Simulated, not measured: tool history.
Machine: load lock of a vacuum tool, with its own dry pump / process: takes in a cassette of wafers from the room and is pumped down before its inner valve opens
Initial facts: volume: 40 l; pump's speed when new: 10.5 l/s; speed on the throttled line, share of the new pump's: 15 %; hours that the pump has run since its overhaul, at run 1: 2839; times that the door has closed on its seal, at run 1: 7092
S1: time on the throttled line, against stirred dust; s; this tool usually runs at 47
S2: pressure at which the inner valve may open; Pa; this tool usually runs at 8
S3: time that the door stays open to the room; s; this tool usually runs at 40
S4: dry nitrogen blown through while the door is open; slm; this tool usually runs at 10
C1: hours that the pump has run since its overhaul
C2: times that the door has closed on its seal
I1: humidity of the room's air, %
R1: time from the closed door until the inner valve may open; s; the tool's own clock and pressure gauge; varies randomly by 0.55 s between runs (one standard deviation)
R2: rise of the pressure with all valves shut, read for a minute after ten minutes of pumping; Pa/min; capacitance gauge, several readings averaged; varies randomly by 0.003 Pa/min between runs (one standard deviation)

Run 1, day 0.000: usual settings; C1 2839; C2 7092; I1 42.9. Result: R1 75.7 s, R2 0.057 Pa/min.
Run 2, day 2.458: usual settings; C1 2898; C2 7355; I1 43.9. Result: R1 76.0 s, R2 0.065 Pa/min.
Run 3, day 5.738: usual settings; C1 2976; C2 7706; I1 45.3. Result: R1 77.2 s, R2 0.065 Pa/min.
Run 4, day 11.038: usual settings; C1 3103; C2 8274; I1 45.2. Result: R1 75.7 s, R2 0.067 Pa/min.
Run 5, day 16.679: usual settings but S3 91 s; C1 3239; C2 8879; I1 44.3. Result: R1 75.6 s, R2 0.079 Pa/min.
Run 6, day 19.325: usual settings but S3 91 s; C1 3302; C2 9163; I1 46.9. Result: R1 77.3 s, R2 0.080 Pa/min.
Run 7, day 23.296: usual settings but S3 91 s; C1 3398; C2 9588; I1 43.2. Result: R1 75.2 s, R2 0.086 Pa/min.
Run 8, day 26.279: usual settings; C1 3469; C2 9908; I1 46.3. Result: R1 76.6 s, R2 0.088 Pa/min.
Run 9, day 28.954: usual settings; C1 3533; C2 10195; I1 47.4. Result: R1 75.3 s, R2 0.088 Pa/min.
Run 10, day 32.575: usual settings; C1 3620; C2 10583; I1 46.1. Result: R1 75.0 s, R2 0.094 Pa/min.
Run 11, day 37.967: usual settings; C1 3750; C2 11161; I1 45.3. Result: R1 75.9 s, R2 0.097 Pa/min.
Run 12, day 43.721: usual settings; C1 3888; C2 11777; I1 45.9. Result: R1 77.9 s, R2 0.104 Pa/min.
Run 13, day 47.650: usual settings; C1 3982; C2 12198; I1 41.9. Result: R1 76.5 s, R2 0.104 Pa/min.
Run 14, day 51.712: usual settings but S1 37 s, S3 115 s; C1 4080; C2 12634; I1 46.2. Result: R1 68.6 s, R2 0.122 Pa/min.
Run 15, day 55.204: usual settings but S2 10 Pa, S3 109 s, S4 7 slm; C1 4163; C2 13008; I1 40.9. Result: R1 75.2 s, R2 0.124 Pa/min.
Run 16, day 58.429: usual settings but S2 10 Pa, S3 109 s, S4 7 slm; C1 4241; C2 13354; I1 46.5. Result: R1 75.7 s, R2 0.133 Pa/min.
Run 17, day 63.229: usual settings but S1 69 s, S2 14 Pa, S3 95 s, S4 12 slm; C1 4356; C2 13868; I1 43.4. Result: R1 92.2 s, R2 0.127 Pa/min.
Run 18, day 65.929: usual settings but S1 69 s, S2 14 Pa, S3 95 s, S4 12 slm; C1 4421; C2 14158; I1 44.0. Result: R1 93.7 s, R2 0.143 Pa/min.
Run 19, day 71.075: usual settings but S1 33 s, S2 11 Pa, S3 84 s; C1 4544; C2 14709; I1 42.0. Result: R1 64.2 s, R2 0.141 Pa/min.
Run 20, day 75.742: usual settings but S1 33 s, S2 11 Pa, S3 84 s; C1 4656; C2 15210; I1 44.9. Result: R1 63.5 s, R2 0.150 Pa/min.
Run 21, day 81.729: usual settings but S3 56 s, S4 5 slm; C1 4800; C2 15851; I1 49.1. Result: R1 75.4 s, R2 0.161 Pa/min.
Run 22, day 87.208: usual settings but S3 56 s, S4 5 slm; C1 4932; C2 16439; I1 44.9. Result: R1 75.9 s, R2 0.166 Pa/min.
Run 23, day 92.233: usual settings but S1 36 s, S2 9 Pa, S4 12 slm; C1 5052; C2 16977; I1 44.5. Result: R1 67.8 s, R2 0.160 Pa/min.
Run 24, day 95.167: usual settings but S1 25 s, S2 12 Pa, S4 22 slm; C1 5123; C2 17291; I1 49.3. Result: R1 56.2 s, R2 0.161 Pa/min.

3 ways to go on from here, each from the tool as it stands after run 24. What would each give?
Run A, day 97.888: usual settings but S1 93 s, S3 61 s, S4 30 slm; C1 5188; C2 17583; I1 47.8. Result: R1 ?, R2 ?.
Run B, day 97.888: usual settings but S1 71 s, S4 12 slm; C1 5188; C2 17583; I1 45.5. Result: R1 ?, R2 ?.
Run C, day 97.888: usual settings but S1 88 s, S2 12 Pa, S3 195 s, S4 22 slm; C1 5188; C2 17583; I1 48.2. Result: R1 ?, R2 ?.

run     R1     R2
  A  116.6  0.166
  B   96.2  0.173
  C  109.8  0.178
Had the tool no hidden state, the same runs would have come out as:
run     R1     R2
  A  116.3  0.014
  B   95.8  0.021
  C  109.5  0.028
